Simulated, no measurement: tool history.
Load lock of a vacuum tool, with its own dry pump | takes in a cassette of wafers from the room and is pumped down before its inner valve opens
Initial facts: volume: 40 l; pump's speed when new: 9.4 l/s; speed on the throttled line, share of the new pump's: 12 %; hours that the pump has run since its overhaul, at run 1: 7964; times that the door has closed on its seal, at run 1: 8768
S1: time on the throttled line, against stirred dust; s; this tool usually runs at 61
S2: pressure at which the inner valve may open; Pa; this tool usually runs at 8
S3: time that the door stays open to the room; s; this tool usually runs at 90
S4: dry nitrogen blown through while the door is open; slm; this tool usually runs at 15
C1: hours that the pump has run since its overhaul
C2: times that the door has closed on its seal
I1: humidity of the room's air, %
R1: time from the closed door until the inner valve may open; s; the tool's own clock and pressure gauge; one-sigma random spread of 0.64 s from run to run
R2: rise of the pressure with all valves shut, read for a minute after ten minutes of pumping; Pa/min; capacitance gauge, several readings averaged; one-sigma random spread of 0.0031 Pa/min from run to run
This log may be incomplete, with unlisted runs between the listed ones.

run,hour,S1,S2,S3,S4,C1,C2,I1,R1,R2
1,0.0,61,8,90,15,7964,8768,47.5,93.6,0.072
2,208.1,117,8,90,15,8173,9078,44.1,144.1,0.075
3,590.4,117,8,90,15,8555,9646,47.6,144.4,0.079
4,823.5,61,8,90,15,8788,9993,45.1,94.5,0.075
5,1045.8,61,8,90,15,9010,10324,49.7,94.1,0.080
6,1278.8,61,8,90,15,9243,10671,46.3,95.0,0.074
7,1563.4,61,8,90,15,9528,11094,46.9,94.8,0.073
8,1939.0,61,8,90,15,9904,11653,48.4,94.7,0.074
9,2238.2,61,8,90,15,10203,12098,46.3,93.8,0.076
10,2555.4,58,8,90,15,10520,12570,43.9,92.1,0.067
11,2836.4,61,8,43,15,10801,12988,42.9,94.4,0.046
12,3187.3,61,8,43,15,11152,13510,48.5,94.1,0.052
13,3474.5,61,8,90,15,11439,13938,44.6,94.0,0.071
14,3783.9,61,8,90,15,11748,14398,44.6,94.0,0.069
15,4022.8,61,8,90,15,11987,14753,44.6,95.3,0.073
16,4306.9,61,8,90,15,12271,15176,45.9,94.3,0.072
17,4692.0,61,8,90,15,12657,15749,44.0,94.8,0.073
18,4982.3,90,8,26,15,12947,16181,45.8,118.7,0.027
19,5186.7,90,8,26,15,13151,16485,44.6,119.0,0.039
20,5451.9,41,12,165,17,13416,16880,46.8,74.8,0.097
21,5635.1,41,12,165,17,13600,17152,44.3,74.7,0.095
22,5930.4,93,10,48,6,13895,17592,44.6,120.5,0.060
# hour 6199.6: dry pump taken out, an overhauled one fitted
23,6219.4,60,7,77,20,20,18013,45.7,94.0,0.063
24,6423.6,60,7,77,20,224,18317,44.5,93.4,0.055
25,6782.7,97,6,77,40,583,18851,46.0,126.4,0.041
26,6964.8,36,6,140,12,765,19122,44.2,73.5,0.096
27,7263.2,36,6,140,12,1064,19566,47.0,73.9,0.097
28,7470.9,38,11,161,4,1271,19875,45.7,71.8,0.124
29,7706.3,38,11,161,4,1507,20225,44.1,73.5,0.127
30,7876.5,61,12,90,15,1677,20478,45.6,92.7,0.073
31,8051.6,61,8,116,11,1852,20739,45.5,94.6,0.090
32,8294.2,61,9,90,4,2095,21100,42.5,93.7,0.087
33,8528.5,61,7,33,15,2329,21448,46.2,95.7,0.047
34,8805.9,61,7,33,15,2606,21861,44.6,95.3,0.045

Branching from run 34: 4 alternative next runs. What would each branch give?
A,9066.9,31,8,90,15,2867,22249,44.1,?,?
B,9066.9,78,15,33,31,2867,22249,47.5,?,?
C,9066.9,61,7,26,6,2867,22249,43.1,?,?
D,9066.9,72,8,90,15,2867,22249,42.4,?,?

run,R1,R2
A,68.3,0.071
B,105.8,0.033
C,94.6,0.040
D,104.3,0.065
With no hidden state in the tool, these same runs would have given:
run,R1,R2
A,68.3,0.071
B,105.8,0.032
C,94.6,0.039
D,104.3,0.064

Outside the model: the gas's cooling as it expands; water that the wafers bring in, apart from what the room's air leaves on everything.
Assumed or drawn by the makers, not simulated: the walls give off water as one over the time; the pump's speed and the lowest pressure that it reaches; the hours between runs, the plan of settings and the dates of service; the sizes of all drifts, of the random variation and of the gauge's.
